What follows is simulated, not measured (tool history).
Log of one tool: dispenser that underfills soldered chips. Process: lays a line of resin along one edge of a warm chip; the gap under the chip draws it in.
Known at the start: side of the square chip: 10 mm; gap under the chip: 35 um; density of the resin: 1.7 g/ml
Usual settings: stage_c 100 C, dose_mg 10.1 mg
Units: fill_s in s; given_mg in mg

run,hour,stage_c,dose_mg,fill_s,given_mg
1,0,100,10.1,162.2,9.71
2,6.8,100,10.4,249.3,9.97
# hour 8.6: new syringe of resin
# hour 15.5: dispensing valve cleaned and set on the balance
3,16.6,100,11.4,240.2,11.45
# hour 18.8: new syringe of resin
4,23.2,100,11.4,198.1,11.29
5,27.2,100,11.4,259.6,11.31
# hour 28.1: new syringe of resin
6,33.1,100,11.4,208.4,11.35
# hour 37.1: new syringe of resin
7,40.1,100,11.4,183.6,11.29
# hour 46.2: new syringe of resin
8,47.9,100,11.4,171,11.29
9,53.4,91,10.1,304.1,9.95
# hour 55.4: new syringe of resin
10,62,90,10.1,300.3,9.83
# hour 64.7: new syringe of resin
11,68.6,90,10.1,253.3,9.83
# hour 74: new syringe of resin
12,76.6,90,10.1,237.2,9.77
13,82,90,10.1,327.5,9.77
# hour 83.3: new syringe of resin
14,90,90,10.1,298.3,9.68
# hour 92.9: new syringe of resin
15,94.1,90,10.1,213.7,9.74
# hour 100.8: dispensing valve cleaned and set on the balance
# hour 102.9: new syringe of resin
16,104.2,90,10.1,215.3,10.07
17,107.7,100,10.1,204.8,10.04
# hour 112.3: new syringe of resin
18,113.6,88,10.1,226.6,10.07
19,119.4,114,12,163.9,11.83
# hour 121.4: new syringe of resin
20,124.9,103,8.8,181.5,8.64
# hour 130.7: new syringe of resin
21,132.1,100,11.2,164.7,11.06
22,138,100,11.2,236.6,10.96
# hour 140.2: new syringe of resin
23,145.4,96,9.2,236.6,9.04
# hour 149.5: new syringe of resin
24,152.5,96,9.2,203,8.94
# hour 158.5: new syringe of resin
25,158.7,112,12.6,113.9,12.21
26,165.6,99,12.3,242.1,11.81
# hour 168: new syringe of resin
27,174.2,99,12.3,227,11.84
# hour 177.3: new syringe of resin
28,183.2,99,12.3,222,11.69
# hour 185.8: dispensing valve cleaned and set on the balance
# hour 187.8: new syringe of resin
29,193,99,12.3,217.4,12.2
# hour 196.8: new syringe of resin
30,199.7,99,12.3,182.5,12.16
# hour 205.9: new syringe of resin
31,208,87,10.6,235.2,10.48
# hour 215.2: new syringe of resin
32,215.6,87,10.6,220.2,10.4
33,222.1,95,10.1,258.3,10
# hour 224.7: new syringe of resin
34,230.2,95,10.1,242.3,9.91
# hour 234.1: new syringe of resin
35,237.7,90,10.4,249.2,10.15

3 ways to go on from here, each from the tool as it stands after run 35. What would each give?
# hour 243.1: new syringe of resin
A,244.2,106,10.7,?,?
# hour 243.1: new syringe of resin
B,244.2,101,10.4,?,?
# hour 243.1: new syringe of resin
C,244.2,91,9.1,?,?

run,fill_s,given_mg
A,138.2,10.46
B,157.7,10.07
C,209.7,8.88
Without the tool's hidden state the same runs would have given:
run,fill_s,given_mg
A,133.5,10.77
B,152.4,10.37
C,202.7,9.14
